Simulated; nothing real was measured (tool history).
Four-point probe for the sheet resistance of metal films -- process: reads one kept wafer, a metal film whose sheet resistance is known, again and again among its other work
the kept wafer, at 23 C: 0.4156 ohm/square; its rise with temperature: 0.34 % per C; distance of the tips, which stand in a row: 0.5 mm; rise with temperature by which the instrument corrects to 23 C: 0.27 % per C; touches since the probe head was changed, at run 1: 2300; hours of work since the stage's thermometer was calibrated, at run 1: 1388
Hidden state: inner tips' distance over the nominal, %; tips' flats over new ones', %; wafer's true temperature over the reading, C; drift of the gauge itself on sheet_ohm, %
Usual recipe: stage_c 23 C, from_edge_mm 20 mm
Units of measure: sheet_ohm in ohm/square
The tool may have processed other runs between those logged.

| run | hour | stage_c | from_edge_mm | touches since the probe head was changed | hours of work since the stage's thermometer was calibrated | sheet_ohm |
|---|---|---|---|---|---|---|
| 1 | 0 | 23 | 20 | 2300 | 1388 | 0.414831 |
| 2 | 13.2 | 23 | 20 | 2519 | 1394 | 0.414721 |
| 3 | 24.3 | 23 | 20 | 2702 | 1399 | 0.414877 |
| 4 | 35 | 23 | 20 | 2880 | 1404 | 0.414863 |
| 5 | 50.8 | 23 | 20 | 3143 | 1411 | 0.414858 |
| 6 | 57.9 | 23 | 20 | 3261 | 1415 | 0.414944 |
| 7 | 67.3 | 23 | 4 | 3416 | 1419 | 0.418177 |
| 8 | 81.4 | 23 | 4 | 3650 | 1426 | 0.41834 |
| 9 | 92.6 | 23 | 4 | 3836 | 1431 | 0.418171 |
| 10 | 100.8 | 23 | 20 | 3972 | 1435 | 0.414875 |
| 11 | 109.2 | 23 | 20 | 4112 | 1439 | 0.414752 |
| 12 | 118.7 | 23 | 20 | 4268 | 1443 | 0.41498 |
| 13 | 132.2 | 23 | 20 | 4493 | 1449 | 0.41496 |
| 14 | 139.6 | 20 | 20 | 4616 | 1453 | 0.413953 |
| 15 | 152.4 | 20 | 20 | 4828 | 1459 | 0.414322 |
| 16 | 159.7 | 20 | 20 | 4948 | 1462 | 0.414153 |
| 17 | 168.5 | 28 | 66 | 5095 | 1466 | 0.41618 |
| 18 | 181.7 | 26 | 8 | 5313 | 1472 | 0.416492 |
| 19 | 197.6 | 29 | 64 | 5577 | 1480 | 0.416362 |
| 20 | 205.2 | 26 | 24 | 5703 | 1483 | 0.415671 |
| 21 | 212.2 | 26 | 24 | 5819 | 1486 | 0.415815 |
| 22 | 221.3 | 27 | 9 | 5970 | 1491 | 0.416607 |
| 23 | 228.5 | 21 | 29 | 6090 | 1494 | 0.414402 |
| 24 | 244 | 22 | 8 | 6346 | 1501 | 0.41553 |
| 25 | 251 | 26 | 42 | 6462 | 1504 | 0.415747 |
| 26 | 263.4 | 33 | 35 | 6669 | 1510 | 0.417375 |
| 27 | 273.9 | 25 | 19 | 6842 | 1515 | 0.415468 |
| 28 | 280.4 | 25 | 19 | 6950 | 1518 | 0.415568 |

What will run 29 give?
| 29 | 287.4 | 25 | 19 | 7067 | 1521 | ? |

{"run 29": {"sheet_ohm": 0.415596}}
Take away the tool's hidden state, keep the run-to-run variation as it was, and the same run would have given sheet_ohm 0.416263 ohm/square.
